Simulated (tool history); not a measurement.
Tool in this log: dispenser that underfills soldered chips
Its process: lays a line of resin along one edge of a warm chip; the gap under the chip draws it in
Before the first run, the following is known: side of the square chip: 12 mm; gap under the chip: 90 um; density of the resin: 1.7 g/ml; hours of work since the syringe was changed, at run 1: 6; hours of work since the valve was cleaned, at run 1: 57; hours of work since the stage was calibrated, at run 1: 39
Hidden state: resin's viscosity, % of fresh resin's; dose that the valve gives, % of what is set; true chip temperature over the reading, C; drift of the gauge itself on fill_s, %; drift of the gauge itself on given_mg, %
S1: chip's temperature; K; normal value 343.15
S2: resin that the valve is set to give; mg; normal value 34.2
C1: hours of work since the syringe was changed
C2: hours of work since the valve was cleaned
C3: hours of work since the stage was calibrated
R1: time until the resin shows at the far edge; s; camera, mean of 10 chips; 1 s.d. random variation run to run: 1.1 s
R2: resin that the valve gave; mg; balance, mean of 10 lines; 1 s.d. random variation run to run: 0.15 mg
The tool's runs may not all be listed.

{"run": 1, "hour": 0.0, "S1": 343.15, "S2": 34.2, "C1": 6, "C2": 57, "C3": 39, "R1": 149.6, "R2": 32.2}
{"hour": 1.7, "done": "new syringe of resin"}
{"run": 2, "hour": 7.0, "S1": 343.15, "S2": 34.2, "C1": 4, "C2": 62, "C3": 43, "R1": 124.6, "R2": 32}
{"run": 3, "hour": 11.0, "S1": 345.15, "S2": 34.2, "C1": 6, "C2": 64, "C3": 46, "R1": 134.9, "R2": 32.19}
{"hour": 12.8, "done": "new syringe of resin"}
{"run": 4, "hour": 17.8, "S1": 345.15, "S2": 34.2, "C1": 3, "C2": 69, "C3": 50, "R1": 115.2, "R2": 32.24}
{"hour": 24.0, "done": "new syringe of resin"}
{"run": 5, "hour": 24.1, "S1": 345.15, "S2": 34.2, "C1": 0, "C2": 73, "C3": 54, "R1": 93.7, "R2": 31.79}
{"run": 6, "hour": 28.1, "S1": 343.15, "S2": 34.3, "C1": 3, "C2": 76, "C3": 57, "R1": 118.1, "R2": 32.06}
{"hour": 35.0, "done": "new syringe of resin"}
{"run": 7, "hour": 36.4, "S1": 343.15, "S2": 34.3, "C1": 1, "C2": 81, "C3": 62, "R1": 104.5, "R2": 31.62}
{"run": 8, "hour": 40.0, "S1": 332.15, "S2": 41.9, "C1": 3, "C2": 83, "C3": 65, "R1": 189, "R2": 38.69}
{"hour": 46.6, "done": "new syringe of resin"}
{"run": 9, "hour": 48.3, "S1": 356.15, "S2": 41.9, "C1": 1, "C2": 89, "C3": 70, "R1": 64.2, "R2": 38.53}
{"run": 10, "hour": 53.4, "S1": 356.15, "S2": 29.7, "C1": 5, "C2": 92, "C3": 74, "R1": 82, "R2": 27.27}
{"hour": 58.0, "done": "new syringe of resin"}
{"run": 11, "hour": 61.1, "S1": 356.15, "S2": 29.7, "C1": 2, "C2": 97, "C3": 79, "R1": 70.9, "R2": 27.18}
{"run": 12, "hour": 66.9, "S1": 356.15, "S2": 29.7, "C1": 6, "C2": 101, "C3": 83, "R1": 90.4, "R2": 26.96}
{"hour": 69.2, "done": "new syringe of resin"}
{"run": 13, "hour": 70.6, "S1": 356.15, "S2": 29.7, "C1": 1, "C2": 103, "C3": 85, "R1": 65.1, "R2": 26.95}
{"run": 14, "hour": 74.2, "S1": 356.15, "S2": 36.9, "C1": 3, "C2": 106, "C3": 87, "R1": 72, "R2": 33.37}

4 options for the next run, each taken on its own from the tool as it stands now. Forecast them:
{"hour": 80.6, "done": "new syringe of resin"}
{"run": "A", "hour": 81.6, "S1": 343.15, "S2": 32.9, "C1": 1, "C2": 111, "C3": 92, "R1": "?", "R2": "?"}
{"hour": 80.6, "done": "new syringe of resin"}
{"run": "B", "hour": 81.6, "S1": 332.15, "S2": 40.4, "C1": 1, "C2": 111, "C3": 92, "R1": "?", "R2": "?"}
{"hour": 80.6, "done": "new syringe of resin"}
{"run": "C", "hour": 81.6, "S1": 329.15, "S2": 34.7, "C1": 1, "C2": 111, "C3": 92, "R1": "?", "R2": "?"}
{"hour": 80.6, "done": "new syringe of resin"}
{"run": "D", "hour": 81.6, "S1": 352.15, "S2": 32.3, "C1": 1, "C2": 111, "C3": 92, "R1": "?", "R2": "?"}

run=A R1=104 R2=29.49
run=B R1=160.6 R2=36.29
run=C R1=188.9 R2=31.22
run=D R1=72.7 R2=29.11
What these runs would have given with no unlogged condition in the tool:
run=A R1=100.3 R2=32.81
run=B R1=157.5 R2=40.38
run=C R1=183.6 R2=34.74
run=D R1=69.8 R2=32.39
